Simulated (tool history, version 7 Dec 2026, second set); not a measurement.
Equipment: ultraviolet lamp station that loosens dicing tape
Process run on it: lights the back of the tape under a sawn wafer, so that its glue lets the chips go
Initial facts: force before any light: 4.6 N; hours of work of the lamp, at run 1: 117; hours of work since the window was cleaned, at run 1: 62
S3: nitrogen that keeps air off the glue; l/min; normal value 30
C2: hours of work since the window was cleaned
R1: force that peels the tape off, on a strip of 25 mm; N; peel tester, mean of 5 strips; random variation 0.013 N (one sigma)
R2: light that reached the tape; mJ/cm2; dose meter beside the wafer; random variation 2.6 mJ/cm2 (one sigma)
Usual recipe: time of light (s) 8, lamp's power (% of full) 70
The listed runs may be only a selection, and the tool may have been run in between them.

{"run": 1, "hour": 0.0, "time of light (s)": 8, "lamp's power (% of full)": 70, "S3": 30, "hours of work of the lamp": 117, "C2": 62, "R1": 0.7, "R2": 297}
{"run": 2, "hour": 18.1, "time of light (s)": 8, "lamp's power (% of full)": 70, "S3": 30, "hours of work of the lamp": 125, "C2": 70, "R1": 0.753, "R2": 294}
{"run": 3, "hour": 44.5, "time of light (s)": 4, "lamp's power (% of full)": 70, "S3": 30, "hours of work of the lamp": 138, "C2": 83, "R1": 1.785, "R2": 144}
{"run": 4, "hour": 68.2, "time of light (s)": 8, "lamp's power (% of full)": 70, "S3": 30, "hours of work of the lamp": 149, "C2": 94, "R1": 0.779, "R2": 287}
{"run": 5, "hour": 89.3, "time of light (s)": 12, "lamp's power (% of full)": 70, "S3": 30, "hours of work of the lamp": 159, "C2": 104, "R1": 0.37, "R2": 425}
{"run": 6, "hour": 111.9, "time of light (s)": 12, "lamp's power (% of full)": 70, "S3": 30, "hours of work of the lamp": 169, "C2": 114, "R1": 0.386, "R2": 421}
{"run": 7, "hour": 133.6, "time of light (s)": 12, "lamp's power (% of full)": 70, "S3": 30, "hours of work of the lamp": 179, "C2": 125, "R1": 0.401, "R2": 408}
{"run": 8, "hour": 158.8, "time of light (s)": 8, "lamp's power (% of full)": 70, "S3": 30, "hours of work of the lamp": 191, "C2": 137, "R1": 0.827, "R2": 270}
{"run": 9, "hour": 175.5, "time of light (s)": 8, "lamp's power (% of full)": 70, "S3": 30, "hours of work of the lamp": 199, "C2": 144, "R1": 0.834, "R2": 269}
{"run": 10, "hour": 206.2, "time of light (s)": 8, "lamp's power (% of full)": 70, "S3": 30, "hours of work of the lamp": 213, "C2": 159, "R1": 0.862, "R2": 265}
{"run": 11, "hour": 220.3, "time of light (s)": 8, "lamp's power (% of full)": 70, "S3": 30, "hours of work of the lamp": 220, "C2": 165, "R1": 0.874, "R2": 264}
{"run": 12, "hour": 237.2, "time of light (s)": 9, "lamp's power (% of full)": 70, "S3": 30, "hours of work of the lamp": 228, "C2": 173, "R1": 0.726, "R2": 293}
{"run": 13, "hour": 265.7, "time of light (s)": 8, "lamp's power (% of full)": 88, "S3": 30, "hours of work of the lamp": 241, "C2": 187, "R1": 0.639, "R2": 321}
{"run": 14, "hour": 286.1, "time of light (s)": 8, "lamp's power (% of full)": 88, "S3": 30, "hours of work of the lamp": 251, "C2": 196, "R1": 0.635, "R2": 318}
{"run": 15, "hour": 301.0, "time of light (s)": 11, "lamp's power (% of full)": 88, "S3": 30, "hours of work of the lamp": 258, "C2": 203, "R1": 0.359, "R2": 426}
{"run": 16, "hour": 326.6, "time of light (s)": 8, "lamp's power (% of full)": 94, "S3": 30, "hours of work of the lamp": 270, "C2": 215, "R1": 0.584, "R2": 336}
{"hour": 355.7, "done": "window cleaned of glue's vapour"}
{"run": 17, "hour": 358.7, "time of light (s)": 8, "lamp's power (% of full)": 94, "S3": 30, "hours of work of the lamp": 285, "C2": 1, "R1": 0.505, "R2": 366}
{"run": 18, "hour": 374.8, "time of light (s)": 6, "lamp's power (% of full)": 73, "S3": 30, "hours of work of the lamp": 292, "C2": 9, "R1": 1.214, "R2": 214}
{"run": 19, "hour": 388.4, "time of light (s)": 6, "lamp's power (% of full)": 73, "S3": 30, "hours of work of the lamp": 299, "C2": 15, "R1": 1.213, "R2": 208}
{"run": 20, "hour": 420.3, "time of light (s)": 6, "lamp's power (% of full)": 73, "S3": 30, "hours of work of the lamp": 314, "C2": 30, "R1": 1.269, "R2": 201}
{"run": 21, "hour": 441.0, "time of light (s)": 6, "lamp's power (% of full)": 73, "S3": 30, "hours of work of the lamp": 324, "C2": 40, "R1": 1.26, "R2": 199}
{"run": 22, "hour": 454.9, "time of light (s)": 8, "lamp's power (% of full)": 80, "S3": 26, "hours of work of the lamp": 330, "C2": 47, "R1": 0.813, "R2": 291}
{"run": 23, "hour": 488.3, "time of light (s)": 9, "lamp's power (% of full)": 100, "S3": 18, "hours of work of the lamp": 346, "C2": 62, "R1": 0.613, "R2": 409}
{"run": 24, "hour": 514.0, "time of light (s)": 8, "lamp's power (% of full)": 85, "S3": 30, "hours of work of the lamp": 358, "C2": 74, "R1": 0.704, "R2": 302}
{"run": 25, "hour": 539.0, "time of light (s)": 8, "lamp's power (% of full)": 85, "S3": 30, "hours of work of the lamp": 370, "C2": 86, "R1": 0.723, "R2": 295}
{"run": 26, "hour": 554.1, "time of light (s)": 8, "lamp's power (% of full)": 85, "S3": 30, "hours of work of the lamp": 377, "C2": 93, "R1": 0.722, "R2": 299}
{"run": 27, "hour": 584.4, "time of light (s)": 8, "lamp's power (% of full)": 85, "S3": 30, "hours of work of the lamp": 391, "C2": 107, "R1": 0.74, "R2": 294}
{"run": 28, "hour": 613.0, "time of light (s)": 8, "lamp's power (% of full)": 98, "S3": 30, "hours of work of the lamp": 404, "C2": 121, "R1": 0.618, "R2": 325}
{"run": 29, "hour": 644.8, "time of light (s)": 8, "lamp's power (% of full)": 98, "S3": 30, "hours of work of the lamp": 419, "C2": 136, "R1": 0.631, "R2": 321}
{"run": 30, "hour": 669.5, "time of light (s)": 8, "lamp's power (% of full)": 62, "S3": 52, "hours of work of the lamp": 431, "C2": 147, "R1": 0.974, "R2": 204}
{"run": 31, "hour": 697.0, "time of light (s)": 8, "lamp's power (% of full)": 76, "S3": 42, "hours of work of the lamp": 444, "C2": 160, "R1": 0.852, "R2": 238}
{"run": 32, "hour": 716.4, "time of light (s)": 8, "lamp's power (% of full)": 88, "S3": 23, "hours of work of the lamp": 453, "C2": 169, "R1": 0.991, "R2": 274}
{"run": 33, "hour": 738.5, "time of light (s)": 8, "lamp's power (% of full)": 88, "S3": 23, "hours of work of the lamp": 463, "C2": 180, "R1": 0.974, "R2": 267}
{"run": 34, "hour": 762.8, "time of light (s)": 8, "lamp's power (% of full)": 82, "S3": 9, "hours of work of the lamp": 475, "C2": 191, "R1": 1.739, "R2": 252}

How would selected steps in R1 from run to run divide? Give the signed amount a tool lacking its hidden state would still show from settings, what came in and random variation, and the signed amount left for the hidden state, including any gauge scatter that is not in both of the compared results.
The tool's hidden condition here consists of: lamp's light, % of a new lamp's; light that the window lets through, % of a clean one's; drift of the gauge itself on peel_n, %; drift of the gauge itself on dose_mj_cm2, %.
Run 2 -> 3: time of light (s) 8 -> 4. R1 +1.032 N: hidden state +0.083, all else +0.949.
Run 3 -> 4: time of light (s) 4 -> 8. R1 -1.006 N: hidden state -0.051, all else -0.955.
Run 17 -> 18: time of light (s) 8 -> 6, lamp's power (% of full) 94 -> 73. R1 +0.709 N: hidden state +0.152, all else +0.557.
Run 29 -> 30: lamp's power (% of full) 98 -> 62, S3 30 -> 52. R1 +0.343 N: hidden state +0.138, all else +0.205.
Run 33 -> 34: lamp's power (% of full) 88 -> 82, S3 23 -> 9. R1 +0.765 N: hidden state +0.206, all else +0.559.
